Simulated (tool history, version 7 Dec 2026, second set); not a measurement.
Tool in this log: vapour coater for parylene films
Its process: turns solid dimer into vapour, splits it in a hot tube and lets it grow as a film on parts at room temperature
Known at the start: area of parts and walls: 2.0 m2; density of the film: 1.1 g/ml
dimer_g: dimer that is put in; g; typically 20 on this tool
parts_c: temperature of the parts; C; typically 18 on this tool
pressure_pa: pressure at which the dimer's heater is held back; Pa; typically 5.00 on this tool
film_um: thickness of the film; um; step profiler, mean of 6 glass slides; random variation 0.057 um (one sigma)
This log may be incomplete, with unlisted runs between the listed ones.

run,hour,dimer_g,parts_c,pressure_pa,film_um
1,0.0,20,18,5.00,6.77
2,79.0,20,18,5.00,6.76
3,141.3,20,17,5.00,7.00
4,192.6,20,17,5.00,6.99
5,272.6,20,18,5.00,6.65
6,312.8,20,29,5.00,4.45
7,362.7,20,29,5.00,4.45
8,398.0,20,18,5.17,6.73
9,447.0,20,18,5.17,6.67
# hour 487.1: trap's valve overhauled
10,501.3,19,22,3.26,5.74
11,554.6,19,22,3.26,5.75
12,597.9,23,22,2.41,6.95
# hour 615.8: table's thermometer calibrated
13,663.4,23,22,2.41,7.06
14,703.4,23,22,2.41,7.23
15,736.2,11,16,3.52,4.13

Run 16, settings as shown, results not yet in. Your forecast:
16,783.5,22,13,4.29,?

Run 16 measured film_um 9.15 um.
Had the tool carried no hidden state, the very same run would have given film_um 9.17 um.
